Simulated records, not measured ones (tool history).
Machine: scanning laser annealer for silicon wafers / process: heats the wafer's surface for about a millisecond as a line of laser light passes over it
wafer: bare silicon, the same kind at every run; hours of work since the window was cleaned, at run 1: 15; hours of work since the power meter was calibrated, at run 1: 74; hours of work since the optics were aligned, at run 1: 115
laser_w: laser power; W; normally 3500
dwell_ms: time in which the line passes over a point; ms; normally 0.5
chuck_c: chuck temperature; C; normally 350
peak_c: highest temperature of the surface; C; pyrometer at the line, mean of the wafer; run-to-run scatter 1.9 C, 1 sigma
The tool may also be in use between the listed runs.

run	hour	laser_w	dwell_ms	chuck_c	hours of work since the window was cleaned	hours of work since the power meter was calibrated	hours of work since the optics were aligned	peak_c
1	0	3500	0.5	350	15	74	115	1085
2	6.3	3500	0.5	350	19	78	119	1085
3	12.4	3500	0.5	382	22	82	123	1118
4	19.3	3500	0.5	350	27	86	128	1084
5	31.7	3500	0.5	350	35	94	135	1083
6	43	3500	0.5	350	42	101	143	1085
7	51.6	3500	0.5	375	47	107	148	1109
8	61.1	3500	0.5	375	53	113	154	1111
9	67.7	3500	0.597	375	58	117	158	1190
10	78.6	3500	0.597	375	64	124	165	1188

The next listed run, before its measurement:
11	85.1	3163	0.414	376	69	128	169	?

peak_c: 973 C
Were there no unlogged condition in the tool, this run, its random variation unchanged, would have produced peak_c 978 C.

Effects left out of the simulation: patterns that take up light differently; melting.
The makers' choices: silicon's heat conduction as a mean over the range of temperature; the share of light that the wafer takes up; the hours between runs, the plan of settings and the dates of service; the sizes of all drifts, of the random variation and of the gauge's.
